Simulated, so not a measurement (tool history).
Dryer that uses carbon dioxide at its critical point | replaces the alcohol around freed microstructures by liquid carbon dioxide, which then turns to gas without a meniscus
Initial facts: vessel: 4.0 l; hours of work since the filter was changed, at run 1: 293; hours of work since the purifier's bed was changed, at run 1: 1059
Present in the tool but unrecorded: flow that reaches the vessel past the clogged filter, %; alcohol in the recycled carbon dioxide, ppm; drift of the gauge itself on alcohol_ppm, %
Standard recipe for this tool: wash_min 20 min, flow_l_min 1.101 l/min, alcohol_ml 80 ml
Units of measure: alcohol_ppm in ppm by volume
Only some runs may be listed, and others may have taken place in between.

run    hour  wash_min  flow_l_min  alcohol_ml  hours of work since the filter was changed  hours of work since the purifier's bed was changed  alcohol_ppm
  1       0        20       1.101          80                                         293                                                1059          433
  2    46.2        20       1.101          80                                         317                                                1084          461
  3    83.8        20       1.101          80                                         337                                                1103          459
  4   147.2        20       1.101          80                                         370                                                1137          490
      181.7  -- inlet filter changed
  5   185.4        20       1.101          80                                           2                                                1157          304
  6   218.2        20       1.101          80                                          19                                                1174          310
        290  -- purifier's bed changed
  7     290        20       1.101          80                                          56                                                   0          281
  8   333.6        20       1.101          80                                          79                                                  23          294
  9   398.2        20       1.101          80                                         113                                                  57          297
 10   446.4        23       1.101          80                                         138                                                  83          168
 11   484.4        23       1.101          80                                         159                                                 103          180
 12   531.6        23       1.101          80                                         184                                                 128          191
 13   577.1        23       1.101          80                                         208                                                 152          202
 14   627.7        23       1.101          80                                         234                                                 179          207
 15   679.8        23       1.101          80                                         262                                                 206          210
 16   722.6        23       1.101          80                                         285                                                 229          218
 17   761.5        23       1.101          80                                         305                                                 250          238
 18   799.6        23       1.101          80                                         325                                                 270          245
 19   841.7        20       1.101          80                                         348                                                 292          445
 20   879.8        12       1.101          80                                         368                                                 312         2008
        914  -- inlet filter changed
 21   946.3        17       1.101          80                                          17                                                 347          525
 22  1007.1        22        1.57          27                                          49                                                 379           34
 23    1039        19        1.15          39                                          66                                                 396          143
 24  1067.7        28       1.101          38                                          81                                                 411           55
 25    1125        28       1.101          38                                         112                                                 441           51
 26  1193.3        14        1.39          21                                         148                                                 478          154
 27  1225.6        14        1.39          21                                         165                                                 495          171
 28  1284.9        24        0.69          37                                         196                                                 526          428
 29  1336.5        20        1.84          32                                         224                                                 553           44
 30  1388.9        20        0.71          42                                         251                                                 581          810
 31  1438.6        30        1.78          70                                         278                                                 607           29
 32  1488.4        23        1.02          81                                         304                                                 634          341
 33    1541        15        0.82         105                                         332                                                 662         2994
 34  1608.9        27        0.89          54                                         368                                                 697          239
     1643.3  -- inlet filter changed
 35    1655        18        1.04          29                                           6                                                 721          214
 36  1696.9        16        0.82          26                                          28                                                 744          514
 37  1751.5        16         1.8          48                                          57                                                 772           74
 38  1811.6        16         1.8          48                                          89                                                 804           91
 39  1867.2        16         1.8          48                                         118                                                 834           97

Predict each of these 4 candidate next runs independently; none follows another, all start after run 39:
  A  1910.4        14         1.7          30                                         141                                                 857            ?
  B  1910.4        16        1.11          48                                         141                                                 857            ?
  C  1910.4        25       1.101         100                                         141                                                 857            ?
  D  1910.4        13       1.101          80                                         141                                                 857            ?

run  alcohol_ppm
  A          128
  B          443
  C          179
  D         1405
The same runs, with their run-to-run variation unchanged, on a tool lacking any hidden condition would have given:
run  alcohol_ppm
  A           78
  B          343
  C          113
  D         1185
